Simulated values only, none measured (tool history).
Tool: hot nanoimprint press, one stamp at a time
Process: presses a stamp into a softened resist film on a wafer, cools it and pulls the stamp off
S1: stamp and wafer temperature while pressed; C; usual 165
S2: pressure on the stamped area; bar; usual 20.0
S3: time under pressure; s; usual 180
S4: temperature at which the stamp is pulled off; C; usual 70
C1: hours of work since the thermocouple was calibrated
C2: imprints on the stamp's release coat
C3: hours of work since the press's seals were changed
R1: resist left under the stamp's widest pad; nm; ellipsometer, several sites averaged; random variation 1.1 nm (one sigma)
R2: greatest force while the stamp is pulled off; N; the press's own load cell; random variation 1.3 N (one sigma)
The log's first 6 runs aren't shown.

run,hour,S1,S2,S3,S4,C1,C2,C3,R1,R2
7,242.8,165,20.0,359,70,431,355,367,125.5,140
8,281.6,165,20.0,359,70,462,471,398,125.9,145
9,325.0,165,30.1,180,70,497,601,433,135.7,146
# hour 339.5: stamp cleaned and given a new release coat
10,377.5,165,30.1,180,70,534,114,470,135.0,139
# hour 393.7: plate thermocouple calibrated
11,419.9,165,30.1,180,70,21,232,501,129.2,136
12,448.3,165,30.1,180,70,44,316,524,130.1,140
13,479.2,165,30.1,180,70,68,409,549,129.7,140
14,527.6,165,30.1,180,70,107,554,587,128.8,144
# hour 558.1: stamp cleaned and given a new release coat
15,570.2,165,30.1,180,70,136,36,616,131.2,136
16,603.2,165,20.0,160,65,162,135,643,167.6,149
17,654.3,165,21.7,180,70,203,288,684,153.4,139
18,704.6,165,20.0,132,57,243,438,724,178.7,173

Forecast run 19:
19,740.4,165,20.0,180,76,272,545,752,?,?

R1: 161.0 nm
R2: 129 N
Without the tool's hidden state the same run would have given R1 155.6 nm, R2 122 N.

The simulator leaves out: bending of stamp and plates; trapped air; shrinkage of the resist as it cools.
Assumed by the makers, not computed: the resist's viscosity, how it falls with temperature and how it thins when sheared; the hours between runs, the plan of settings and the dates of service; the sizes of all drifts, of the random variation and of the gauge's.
